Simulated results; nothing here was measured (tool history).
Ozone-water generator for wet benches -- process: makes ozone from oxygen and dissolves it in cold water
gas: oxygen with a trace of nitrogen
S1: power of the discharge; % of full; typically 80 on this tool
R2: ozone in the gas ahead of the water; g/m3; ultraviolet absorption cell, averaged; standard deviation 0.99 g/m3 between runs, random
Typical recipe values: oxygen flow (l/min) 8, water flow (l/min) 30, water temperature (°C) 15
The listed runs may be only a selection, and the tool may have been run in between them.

{"run": 1, "day": 0.0, "S1": 80, "oxygen flow (l/min)": 8, "water flow (l/min)": 30, "water temperature (°C)": 15, "dissolved ozone (ppm)": 17.7, "R2": 173.5}
{"run": 2, "day": 7.942, "S1": 80, "oxygen flow (l/min)": 8, "water flow (l/min)": 30, "water temperature (°C)": 15, "dissolved ozone (ppm)": 18, "R2": 173.9}
{"run": 3, "day": 12.804, "S1": 80, "oxygen flow (l/min)": 8, "water flow (l/min)": 30, "water temperature (°C)": 15, "dissolved ozone (ppm)": 17.6, "R2": 171}
{"run": 4, "day": 17.646, "S1": 80, "oxygen flow (l/min)": 8, "water flow (l/min)": 30, "water temperature (°C)": 15, "dissolved ozone (ppm)": 17.5, "R2": 172.1}
{"run": 5, "day": 21.508, "S1": 80, "oxygen flow (l/min)": 8, "water flow (l/min)": 38, "water temperature (°C)": 15, "dissolved ozone (ppm)": 13.9, "R2": 170.6}
{"run": 6, "day": 28.162, "S1": 80, "oxygen flow (l/min)": 8, "water flow (l/min)": 38, "water temperature (°C)": 15, "dissolved ozone (ppm)": 13.9, "R2": 170.1}
{"run": 7, "day": 35.175, "S1": 80, "oxygen flow (l/min)": 9.7, "water flow (l/min)": 30, "water temperature (°C)": 15, "dissolved ozone (ppm)": 17.7, "R2": 158.1}
{"run": 8, "day": 39.967, "S1": 80, "oxygen flow (l/min)": 9.7, "water flow (l/min)": 30, "water temperature (°C)": 15, "dissolved ozone (ppm)": 17.8, "R2": 158.1}
{"run": 9, "day": 47.012, "S1": 42, "oxygen flow (l/min)": 8, "water flow (l/min)": 30, "water temperature (°C)": 15, "dissolved ozone (ppm)": 9.3, "R2": 95.2}
{"run": 10, "day": 54.312, "S1": 80, "oxygen flow (l/min)": 8, "water flow (l/min)": 18, "water temperature (°C)": 15, "dissolved ozone (ppm)": 24.9, "R2": 166.9}
{"day": 54.929, "done": "water thermometer calibrated"}
{"run": 11, "day": 59.742, "S1": 80, "oxygen flow (l/min)": 8, "water flow (l/min)": 30, "water temperature (°C)": 15, "dissolved ozone (ppm)": 16.6, "R2": 168.4}
{"run": 12, "day": 66.004, "S1": 80, "oxygen flow (l/min)": 8, "water flow (l/min)": 30, "water temperature (°C)": 15, "dissolved ozone (ppm)": 16.9, "R2": 166.2}
{"run": 13, "day": 71.529, "S1": 80, "oxygen flow (l/min)": 8, "water flow (l/min)": 30, "water temperature (°C)": 15, "dissolved ozone (ppm)": 16.8, "R2": 165}
{"run": 14, "day": 76.521, "S1": 80, "oxygen flow (l/min)": 4.57, "water flow (l/min)": 30, "water temperature (°C)": 15, "dissolved ozone (ppm)": 14.2, "R2": 199.3}
{"day": 78.121, "done": "contactor cleaned"}
{"run": 15, "day": 85.158, "S1": 80, "oxygen flow (l/min)": 8, "water flow (l/min)": 30, "water temperature (°C)": 15, "dissolved ozone (ppm)": 16.9, "R2": 162.6}
{"run": 16, "day": 93.367, "S1": 80, "oxygen flow (l/min)": 8, "water flow (l/min)": 31, "water temperature (°C)": 15, "dissolved ozone (ppm)": 16.5, "R2": 164.1}
{"run": 17, "day": 99.062, "S1": 80, "oxygen flow (l/min)": 8, "water flow (l/min)": 31, "water temperature (°C)": 15, "dissolved ozone (ppm)": 16.1, "R2": 161}
{"run": 18, "day": 106.858, "S1": 80, "oxygen flow (l/min)": 4.45, "water flow (l/min)": 41, "water temperature (°C)": 15, "dissolved ozone (ppm)": 10.3, "R2": 197.2}
{"run": 19, "day": 111.121, "S1": 73, "oxygen flow (l/min)": 8, "water flow (l/min)": 43, "water temperature (°C)": 15, "dissolved ozone (ppm)": 11.1, "R2": 148.3}
{"run": 20, "day": 117.567, "S1": 62, "oxygen flow (l/min)": 9.28, "water flow (l/min)": 44, "water temperature (°C)": 14, "dissolved ozone (ppm)": 9.9, "R2": 121.1}
{"run": 21, "day": 123.792, "S1": 76, "oxygen flow (l/min)": 6.62, "water flow (l/min)": 44, "water temperature (°C)": 8, "dissolved ozone (ppm)": 11.2, "R2": 163}
{"run": 22, "day": 128.167, "S1": 98, "oxygen flow (l/min)": 7.33, "water flow (l/min)": 30, "water temperature (°C)": 17, "dissolved ozone (ppm)": 18.6, "R2": 195.1}
{"run": 23, "day": 134.058, "S1": 52, "oxygen flow (l/min)": 7.33, "water flow (l/min)": 18, "water temperature (°C)": 17, "dissolved ozone (ppm)": 16, "R2": 114.2}
{"run": 24, "day": 141.212, "S1": 68, "oxygen flow (l/min)": 11.44, "water flow (l/min)": 23, "water temperature (°C)": 17, "dissolved ozone (ppm)": 17.5, "R2": 122}
{"run": 25, "day": 149.104, "S1": 68, "oxygen flow (l/min)": 11.44, "water flow (l/min)": 23, "water temperature (°C)": 17, "dissolved ozone (ppm)": 17.2, "R2": 121.7}
{"run": 26, "day": 154.35, "S1": 68, "oxygen flow (l/min)": 11.44, "water flow (l/min)": 23, "water temperature (°C)": 17, "dissolved ozone (ppm)": 17.3, "R2": 120}
{"run": 27, "day": 163.108, "S1": 68, "oxygen flow (l/min)": 11.44, "water flow (l/min)": 23, "water temperature (°C)": 17, "dissolved ozone (ppm)": 17.4, "R2": 119.9}
{"run": 28, "day": 169.842, "S1": 56, "oxygen flow (l/min)": 8, "water flow (l/min)": 30, "water temperature (°C)": 15, "dissolved ozone (ppm)": 11.8, "R2": 113.7}
{"run": 29, "day": 173.517, "S1": 56, "oxygen flow (l/min)": 8, "water flow (l/min)": 30, "water temperature (°C)": 15, "dissolved ozone (ppm)": 11.6, "R2": 114.6}
{"run": 30, "day": 181.45, "S1": 56, "oxygen flow (l/min)": 8, "water flow (l/min)": 30, "water temperature (°C)": 15, "dissolved ozone (ppm)": 11.5, "R2": 113.9}
{"run": 31, "day": 186.625, "S1": 51, "oxygen flow (l/min)": 8, "water flow (l/min)": 30, "water temperature (°C)": 11, "dissolved ozone (ppm)": 11.2, "R2": 106.2}
{"run": 32, "day": 194.062, "S1": 51, "oxygen flow (l/min)": 8, "water flow (l/min)": 30, "water temperature (°C)": 11, "dissolved ozone (ppm)": 11.3, "R2": 104}
{"run": 33, "day": 198.512, "S1": 80, "oxygen flow (l/min)": 8, "water flow (l/min)": 30, "water temperature (°C)": 21, "dissolved ozone (ppm)": 13.9, "R2": 150.6}

4 options for the next run, each taken on its own from the tool as it stands now. Forecast them:
{"run": "A", "day": 203.971, "S1": 95, "oxygen flow (l/min)": 8, "water flow (l/min)": 22, "water temperature (°C)": 15, "dissolved ozone (ppm)": "?", "R2": "?"}
{"run": "B", "day": 203.971, "S1": 80, "oxygen flow (l/min)": 12.71, "water flow (l/min)": 20, "water temperature (°C)": 18, "dissolved ozone (ppm)": "?", "R2": "?"}
{"run": "C", "day": 203.971, "S1": 80, "oxygen flow (l/min)": 8, "water flow (l/min)": 30, "water temperature (°C)": 11, "dissolved ozone (ppm)": "?", "R2": "?"}
{"run": "D", "day": 203.971, "S1": 73, "oxygen flow (l/min)": 7.03, "water flow (l/min)": 25, "water temperature (°C)": 21, "dissolved ozone (ppm)": "?", "R2": "?"}

run=A dissolved_ozone_(ppm)=22.4 R2=173.2
run=B dissolved_ozone_(ppm)=20.1 R2=127.9
run=C dissolved_ozone_(ppm)=16.2 R2=149.6
run=D dissolved_ozone_(ppm)=14.6 R2=146.1
Take away the tool's hidden state, keep each run's random variation, and the runs would have read:
run=A dissolved_ozone_(ppm)=27 R2=200.7
run=B dissolved_ozone_(ppm)=23.9 R2=145.7
run=C dissolved_ozone_(ppm)=19.3 R2=170.4
run=D dissolved_ozone_(ppm)=17.2 R2=164.9

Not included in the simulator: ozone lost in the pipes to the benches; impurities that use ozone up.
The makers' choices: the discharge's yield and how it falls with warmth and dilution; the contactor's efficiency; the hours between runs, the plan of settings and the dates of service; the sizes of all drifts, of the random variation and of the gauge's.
